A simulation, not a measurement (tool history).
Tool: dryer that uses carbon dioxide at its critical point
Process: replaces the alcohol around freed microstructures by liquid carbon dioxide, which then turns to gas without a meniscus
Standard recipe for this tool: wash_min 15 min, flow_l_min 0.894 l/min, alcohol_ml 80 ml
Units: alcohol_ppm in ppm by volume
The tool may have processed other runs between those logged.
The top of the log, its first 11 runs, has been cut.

| run | day | wash_min | flow_l_min | alcohol_ml | hours of work since the filter was changed | hours of work since the purifier's bed was changed | alcohol_ppm |
|---|---|---|---|---|---|---|---|
| 12 | 4.158 | 15 | 1.027 | 80 | 242 | 121 | 164 |
| 13 | 4.417 | 15 | 1.027 | 80 | 244 | 124 | 170 |
| 14 | 4.738 | 15 | 1.027 | 80 | 247 | 126 | 179 |
| 15 | 5.15 | 15 | 0.894 | 37 | 251 | 130 | 162 |
| 16 | 5.533 | 15 | 0.894 | 47 | 255 | 134 | 215 |
| 17 | 6.025 | 15 | 0.894 | 47 | 259 | 138 | 213 |
| 18 | 6.362 | 15 | 0.894 | 47 | 262 | 142 | 210 |
| 19 | 6.696 | 15 | 0.894 | 64 | 265 | 145 | 301 |
| 20 | 7.096 | 15 | 0.894 | 80 | 269 | 148 | 356 |
| 21 | 7.596 | 15 | 0.894 | 80 | 274 | 153 | 373 |
| 22 | 8.096 | 15 | 0.894 | 80 | 278 | 158 | 375 |

Run 23, settings as shown, results not yet in. Your forecast:
| 23 | 8.425 | 22 | 1.096 | 80 | 281 | 161 | ? |

alcohol_ppm: 38 ppm by volume
Without the tool's hidden state the same run would have given alcohol_ppm 8 ppm by volume.
